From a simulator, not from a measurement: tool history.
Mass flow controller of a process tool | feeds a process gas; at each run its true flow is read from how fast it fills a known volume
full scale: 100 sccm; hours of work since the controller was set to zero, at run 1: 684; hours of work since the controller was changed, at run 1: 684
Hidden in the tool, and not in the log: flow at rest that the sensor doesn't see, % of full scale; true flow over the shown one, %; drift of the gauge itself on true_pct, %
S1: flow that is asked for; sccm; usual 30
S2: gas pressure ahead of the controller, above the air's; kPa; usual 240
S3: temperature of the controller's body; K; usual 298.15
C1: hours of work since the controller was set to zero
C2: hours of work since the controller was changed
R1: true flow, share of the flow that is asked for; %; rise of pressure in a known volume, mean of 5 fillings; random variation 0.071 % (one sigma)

Run 1, hour 0.0: usual settings; C1 684; C2 684. Result: R1 99.91 %.
Run 2, hour 62.5: usual settings; C1 711; C2 711. Result: R1 99.91 %.
Run 3, hour 192.8: usual settings; C1 765; C2 765. Result: R1 99.94 %.
Run 4, hour 322.7: usual settings but S1 68 sccm; C1 819; C2 819. Result: R1 100.24 %.
Run 5, hour 429.0: usual settings but S1 68 sccm; C1 864; C2 864. Result: R1 100.28 %.
Run 6, hour 486.6: usual settings; C1 888; C2 888. Result: R1 99.99 %.
Run 7, hour 612.6: usual settings; C1 941; C2 941. Result: R1 99.88 %.
Run 8, hour 693.7: usual settings; C1 975; C2 975. Result: R1 99.97 %.
Run 9, hour 793.0: usual settings; C1 1016; C2 1016. Result: R1 100.01 %.
Run 10, hour 874.6: usual settings; C1 1051; C2 1051. Result: R1 100.07 %.
Run 11, hour 954.6: usual settings; C1 1084; C2 1084. Result: R1 100.02 %.
Run 12, hour 1034.4: usual settings; C1 1118; C2 1118. Result: R1 100.07 %.
Run 13, hour 1134.3: usual settings; C1 1159; C2 1159. Result: R1 100.07 %.
Run 14, hour 1201.6: usual settings; C1 1188; C2 1188. Result: R1 100.00 %.
Run 15, hour 1303.1: usual settings; C1 1230; C2 1230. Result: R1 100.03 %.
Run 16, hour 1428.3: usual settings; C1 1282; C2 1282. Result: R1 100.15 %.
Run 17, hour 1542.6: usual settings; C1 1330; C2 1330. Result: R1 100.17 %.
Run 18, hour 1663.2: usual settings; C1 1381; C2 1381. Result: R1 100.23 %.
Run 19, hour 1739.4: usual settings but S3 296.15 K; C1 1413; C2 1413. Result: R1 99.96 %.
Run 20, hour 1816.0: usual settings; C1 1445; C2 1445. Result: R1 100.17 %.
Run 21, hour 1928.9: usual settings but S2 229 kPa; C1 1492; C2 1492. Result: R1 100.17 %.
Run 22, hour 2043.9: usual settings but S1 79 sccm; C1 1540; C2 1540. Result: R1 100.34 %.
Run 23, hour 2170.5: usual settings but S1 79 sccm; C1 1593; C2 1593. Result: R1 100.51 %.
Run 24, hour 2273.6: usual settings but S1 18 sccm; C1 1636; C2 1636. Result: R1 100.62 %.
Run 25, hour 2366.1: usual settings but S1 18 sccm; C1 1675; C2 1675. Result: R1 100.48 %.
Run 26, hour 2444.7: usual settings but S1 18 sccm; C1 1708; C2 1708. Result: R1 100.43 %.
At hour 2456.8: controller's zero set anew.
Run 27, hour 2541.6: usual settings but S1 31 sccm, S2 234 kPa, S3 293.15 K; C1 36; C2 1748. Result: R1 100.05 %.
Run 28, hour 2671.9: usual settings but S1 31 sccm, S2 234 kPa, S3 293.15 K; C1 90; C2 1803. Result: R1 100.09 %.
Run 29, hour 2731.8: usual settings but S2 226 kPa, S3 295.15 K; C1 115; C2 1828. Result: R1 100.09 %.
Run 30, hour 2846.4: usual settings but S1 19 sccm, S2 194 kPa, S3 293.15 K; C1 163; C2 1876. Result: R1 100.12 %.
Run 31, hour 2938.6: usual settings but S1 19 sccm, S2 194 kPa, S3 293.15 K; C1 202; C2 1915. Result: R1 100.13 %.
At hour 3030.8: controller's zero set anew, once more.
Run 32, hour 3065.2: usual settings but S1 19 sccm, S2 194 kPa, S3 293.15 K; C1 14; C2 1968. Result: R1 98.99 %.
Run 33, hour 3169.3: usual settings but S1 19 sccm, S2 194 kPa, S3 293.15 K; C1 58; C2 2011. Result: R1 99.05 %.
Run 34, hour 3266.2: usual settings but S1 19 sccm, S2 194 kPa, S3 293.15 K; C1 99; C2 2052. Result: R1 99.19 %.
Run 35, hour 3335.4: usual settings but S1 15 sccm, S2 148 kPa, S3 312.15 K; C1 128; C2 2081. Result: R1 100.71 %.
Run 36, hour 3393.5: usual settings but S1 15 sccm, S2 148 kPa, S3 312.15 K; C1 152; C2 2105. Result: R1 100.79 %.
Run 37, hour 3485.2: usual settings but S1 46 sccm, S2 204 kPa; C1 190; C2 2143. Result: R1 99.89 %.
Run 38, hour 3586.2: usual settings but S3 309.15 K; C1 233; C2 2186. Result: R1 101.04 %.
Run 39, hour 3689.5: usual settings but S1 13 sccm, S2 186 kPa, S3 297.15 K; C1 276; C2 2229. Result: R1 99.50 %.
Run 40, hour 3805.3: usual settings but S1 13 sccm, S2 186 kPa, S3 297.15 K; C1 324; C2 2277. Result: R1 99.52 %.
Run 41, hour 3857.5: usual settings but S1 13 sccm, S2 186 kPa, S3 297.15 K; C1 346; C2 2299. Result: R1 99.52 %.
Run 42, hour 3983.5: usual settings but S1 16 sccm, S2 186 kPa, S3 304.15 K; C1 399; C2 2352. Result: R1 100.26 %.
Run 43, hour 4064.6: usual settings but S1 16 sccm, S2 186 kPa, S3 304.15 K; C1 433; C2 2386. Result: R1 100.30 %.

How the hidden state differs across the entries between the runs, from the last listed run before each to the first after it:
Between runs 26 and 27: controller's zero set anew (hour 2456.8)
  flow at rest that the sensor doesn't see, % of full scale: 0.145 -> 0.246
  measured less the result without the state, R1: +0.97 -> +0.95 %
Between runs 31 and 32: controller's zero set anew, once more (hour 3030.8)
  flow at rest that the sensor doesn't see, % of full scale: 0.259 -> 0.011; true flow over the shown one, %: 0.18 -> 0.19
  measured less the result without the state, R1: +1.55 -> +0.24 %
